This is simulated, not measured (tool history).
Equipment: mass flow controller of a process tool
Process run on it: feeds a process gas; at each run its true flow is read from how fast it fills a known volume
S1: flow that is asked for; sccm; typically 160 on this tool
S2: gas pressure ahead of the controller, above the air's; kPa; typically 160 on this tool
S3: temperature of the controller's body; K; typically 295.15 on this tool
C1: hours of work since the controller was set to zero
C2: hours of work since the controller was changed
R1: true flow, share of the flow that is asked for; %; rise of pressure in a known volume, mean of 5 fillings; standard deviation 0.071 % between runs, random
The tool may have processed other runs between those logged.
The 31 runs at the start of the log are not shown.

run,hour,S1,S2,S3,C1,C2,R1
32,8452.1,34,166,310.15,4422,10495,100.63
33,8765.9,40,235,294.15,4614,10686,100.35
34,9006.5,40,235,294.15,4761,10833,100.58
35,9178.1,146,187,295.15,4865,10938,97.72
36,9505.1,146,223,297.15,5065,11138,97.65
37,9869.9,146,211,297.15,5288,11360,97.75
38,10070.7,94,160,295.15,5410,11483,97.92
39,10283.8,94,160,295.15,5541,11613,98.02
40,10575.4,94,140,294.15,5719,11791,98.09
41,10870.8,94,140,294.15,5899,11971,97.98
# hour 11136.2: controller's zero set anew
42,11159.6,158,240,295.15,14,12147,95.99
# hour 11312.0: controller exchanged for a calibrated one
43,11401.7,128,255,295.15,55,55,99.53
44,11556.9,128,255,295.15,150,150,99.49
45,11868.0,128,255,295.15,339,339,99.25
46,12064.0,33,210,293.15,459,459,98.72
47,12334.9,97,146,297.15,624,624,98.83
48,12645.6,36,146,297.15,814,814,98.92

Below are 4 alternative next runs, each starting from the tool's condition after run 48. Predict each:
A,12822.2,36,244,297.15,922,922,?
B,12822.2,36,143,297.15,922,922,?
C,12822.2,160,186,307.15,922,922,?
D,12822.2,160,141,295.15,922,922,?

run,R1
A,99.24
B,98.97
C,99.28
D,99.51
With the hidden condition removed and each run's random variation left untouched, the same runs would have given:
run,R1
A,98.18
B,97.91
C,99.22
D,99.45
